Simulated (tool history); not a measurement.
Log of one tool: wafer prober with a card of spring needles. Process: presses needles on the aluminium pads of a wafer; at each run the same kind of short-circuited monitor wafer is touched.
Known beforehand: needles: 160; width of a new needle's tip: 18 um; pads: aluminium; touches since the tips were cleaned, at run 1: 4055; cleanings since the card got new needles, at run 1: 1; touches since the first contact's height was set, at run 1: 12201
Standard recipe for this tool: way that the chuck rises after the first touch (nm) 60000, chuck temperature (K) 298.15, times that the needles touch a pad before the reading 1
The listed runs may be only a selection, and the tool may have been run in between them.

run	day	way that the chuck rises after the first touch (nm)	chuck temperature (K)	times that the needles touch a pad before the reading	touches since the tips were cleaned	cleanings since the card got new needles	touches since the first contact's height was set	resistance of one needle with its contact and lead (mohm)	way that a needle slides on the pad (nm)
1	0.000	60000	298.15	1	4055	1	12201	242	7870
2	0.204	60000	320.15	1	6338	1	14484	258	7850
# day 0.383: tips cleaned on abrasive film
3	0.588	60000	356.15	1	2279	2	18675	229	7860
4	0.804	60000	356.15	1	4686	2	21082	253	7870
# day 1.138: tips cleaned on abrasive film
5	1.138	60000	298.15	1	3	3	24736	156	7880
6	1.550	60000	298.15	1	4584	3	29317	248	7800
# day 1.879: tips cleaned on abrasive film
7	1.929	60000	298.15	1	514	4	33489	177	7790
8	2.321	60000	298.15	1	4868	4	37843	253	7760
# day 2.612: tips cleaned on abrasive film
9	2.629	60000	298.15	1	186	5	41249	164	7830
10	2.846	60000	298.15	1	2581	5	43644	230	7790
11	3.033	60000	298.15	1	4667	5	45730	251	7800
# day 3.350: tips cleaned on abrasive film
12	3.392	60000	298.15	1	496	6	49690	178	7800
13	3.742	60000	298.15	1	4374	6	53568	249	7760
14	3.958	60000	298.15	1	6777	6	55971	266	7790
# day 4.104: tips cleaned on abrasive film
15	4.200	60000	298.15	1	1091	7	58625	195	7850
16	4.612	60000	298.15	2	5669	7	63203	218	7760
17	4.808	54000	343.15	1	7852	7	65386	300	7010
# day 4.842: tips cleaned on abrasive film
18	5.133	54000	343.15	1	3260	8	68965	266	7040
19	5.358	53000	323.15	3	5723	8	71428	206	6840
# day 5.575: tips cleaned on abrasive film
20	5.596	53000	323.15	3	215	9	74036	165	6820
21	5.946	53000	323.15	3	4116	9	77937	199	6850
22	6.133	43000	308.15	1	6217	9	80038	378	5510
# day 6.329: tips cleaned on abrasive film
23	6.329	43000	308.15	1	0	10	82162	180	5520
24	6.625	43000	308.15	1	3275	10	85437	332	5520
25	6.838	41000	309.15	1	5658	10	87820	391	5240
26	7.054	60000	305.15	1	8045	10	90207	274	7770
# day 7.079: tips cleaned on abrasive film
27	7.446	60000	305.15	1	4093	11	94525	253	7750

For some of the steps in resistance of one needle with its contact and lead (mohm) from one run to the next: how much would appear even if the tool had no hidden state, given the settings, what came in and random variation, and how much remains for the hidden state plus any gauge scatter that the measured result and the result without hidden state don't share?
The hidden state here: debris on the tips, nm; way that the needles fall short of the set height, um; tips' diameter, um; drift of the gauge itself on contact_mohm, %; drift of the gauge itself on scrub_um, %.
Run 21 -> 22: way that the chuck rises after the first touch (nm) 53000 -> 43000, chuck temperature (K) 323.15 -> 308.15, times that the needles touch a pad before the reading 3 -> 1. resistance of one needle with its contact and lead (mohm) +179: hidden state +175, all else +4.
Run 22 -> 23: tips cleaned on abrasive film. resistance of one needle with its contact and lead (mohm) -198: hidden state -198, all else +0.

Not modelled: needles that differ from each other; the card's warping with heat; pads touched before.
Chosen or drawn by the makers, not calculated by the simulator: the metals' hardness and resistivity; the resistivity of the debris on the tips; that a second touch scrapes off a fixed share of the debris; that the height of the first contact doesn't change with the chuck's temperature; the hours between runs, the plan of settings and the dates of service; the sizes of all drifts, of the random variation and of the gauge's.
